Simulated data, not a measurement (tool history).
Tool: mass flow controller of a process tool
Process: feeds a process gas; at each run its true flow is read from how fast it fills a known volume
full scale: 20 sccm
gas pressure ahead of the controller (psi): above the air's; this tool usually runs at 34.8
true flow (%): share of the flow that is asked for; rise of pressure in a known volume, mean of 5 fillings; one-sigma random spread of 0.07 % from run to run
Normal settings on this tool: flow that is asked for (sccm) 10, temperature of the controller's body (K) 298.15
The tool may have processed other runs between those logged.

run,hour,flow that is asked for (sccm),gas pressure ahead of the controller (psi),temperature of the controller's body (K),true flow (%)
1,0,10,34.8,298.15,98.45
2,38.6,10,34.8,298.15,98.59
3,100.1,4,34.8,298.15,97.65
4,133,10,34.8,296.15,98.23
5,193.7,8,34.8,298.15,98.09
6,247.7,8,34.8,298.15,98.3
7,304.9,10,34.8,298.15,98.47
8,370.9,10,34.8,298.15,98.43
9,403.3,10,34.8,298.15,98.59
10,482,12,39.6,298.15,99.12
11,552.9,12,39.6,298.15,99.08
12,596.2,12,32.8,294.15,98.33
13,635,2,33.6,307.15,98.08
14,693.7,2,24.1,307.15,97.69
15,736.8,11,24.1,307.15,99.19
16,806.4,11,24.1,307.15,99.27
17,872.8,6,24.5,310.15,98.71
18,908.2,2,34.8,301.15,97.45

Forecast each of these 5 alternatives for the next run:
A,981.3,10,21.2,301.15,?
B,981.3,2,34.8,307.15,?
C,981.3,5,32.5,301.15,?
D,981.3,3,34.8,298.15,?
E,981.3,2,34.8,298.15,?

run,true flow (%)
A,98.32
B,97.97
C,97.89
D,97.32
E,97.22
What these runs would have given with no unlogged condition in the tool:
run,true flow (%)
A,98.32
B,97.97
C,97.89
D,97.32
E,97.22
